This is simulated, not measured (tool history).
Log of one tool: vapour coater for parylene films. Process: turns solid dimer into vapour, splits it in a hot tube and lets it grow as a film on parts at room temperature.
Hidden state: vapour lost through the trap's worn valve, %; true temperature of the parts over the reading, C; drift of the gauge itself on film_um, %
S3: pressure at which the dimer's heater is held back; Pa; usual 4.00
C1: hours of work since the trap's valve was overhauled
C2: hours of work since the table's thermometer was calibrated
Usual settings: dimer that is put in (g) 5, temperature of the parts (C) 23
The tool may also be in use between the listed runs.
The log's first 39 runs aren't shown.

{"run": 40, "day": 25.988, "dimer that is put in (g)": 6, "temperature of the parts (C)": 19, "S3": 5.35, "C1": 235, "C2": 70, "thickness of the film (nm)": 1950}
{"run": 41, "day": 26.521, "dimer that is put in (g)": 5, "temperature of the parts (C)": 20, "S3": 4.41, "C1": 243, "C2": 78, "thickness of the film (nm)": 1600}
{"run": 42, "day": 27.362, "dimer that is put in (g)": 5, "temperature of the parts (C)": 24, "S3": 7.25, "C1": 255, "C2": 90, "thickness of the film (nm)": 1380}
{"run": 43, "day": 27.821, "dimer that is put in (g)": 7, "temperature of the parts (C)": 20, "S3": 2.7, "C1": 261, "C2": 97, "thickness of the film (nm)": 2300}
{"run": 44, "day": 28.625, "dimer that is put in (g)": 2, "temperature of the parts (C)": 20, "S3": 2.7, "C1": 273, "C2": 108, "thickness of the film (nm)": 650}
{"run": 45, "day": 29.167, "dimer that is put in (g)": 6, "temperature of the parts (C)": 19, "S3": 2.41, "C1": 281, "C2": 116, "thickness of the film (nm)": 2040}
{"run": 46, "day": 29.567, "dimer that is put in (g)": 5, "temperature of the parts (C)": 29, "S3": 4.0, "C1": 286, "C2": 121, "thickness of the film (nm)": 1300}
{"run": 47, "day": 30.071, "dimer that is put in (g)": 6, "temperature of the parts (C)": 34, "S3": 5.81, "C1": 293, "C2": 129, "thickness of the film (nm)": 1360}
{"run": 48, "day": 30.662, "dimer that is put in (g)": 6, "temperature of the parts (C)": 34, "S3": 5.81, "C1": 302, "C2": 137, "thickness of the film (nm)": 1310}

3 ways to go on from here, each from the tool as it stands after run 48. What would each give?
{"run": "A", "day": 31.25, "dimer that is put in (g)": 6, "temperature of the parts (C)": 21, "S3": 5.98, "C1": 310, "C2": 145, "thickness of the film (nm)": "?"}
{"run": "B", "day": 31.25, "dimer that is put in (g)": 2, "temperature of the parts (C)": 23, "S3": 4.0, "C1": 310, "C2": 145, "thickness of the film (nm)": "?"}
{"run": "C", "day": 31.25, "dimer that is put in (g)": 8, "temperature of the parts (C)": 34, "S3": 5.81, "C1": 310, "C2": 145, "thickness of the film (nm)": "?"}

run=A thickness_of_the_film_(nm)=1770
run=B thickness_of_the_film_(nm)=600
run=C thickness_of_the_film_(nm)=1750
Without the tool's hidden state the same runs would have given:
run=A thickness_of_the_film_(nm)=1880
run=B thickness_of_the_film_(nm)=640
run=C thickness_of_the_film_(nm)=1860

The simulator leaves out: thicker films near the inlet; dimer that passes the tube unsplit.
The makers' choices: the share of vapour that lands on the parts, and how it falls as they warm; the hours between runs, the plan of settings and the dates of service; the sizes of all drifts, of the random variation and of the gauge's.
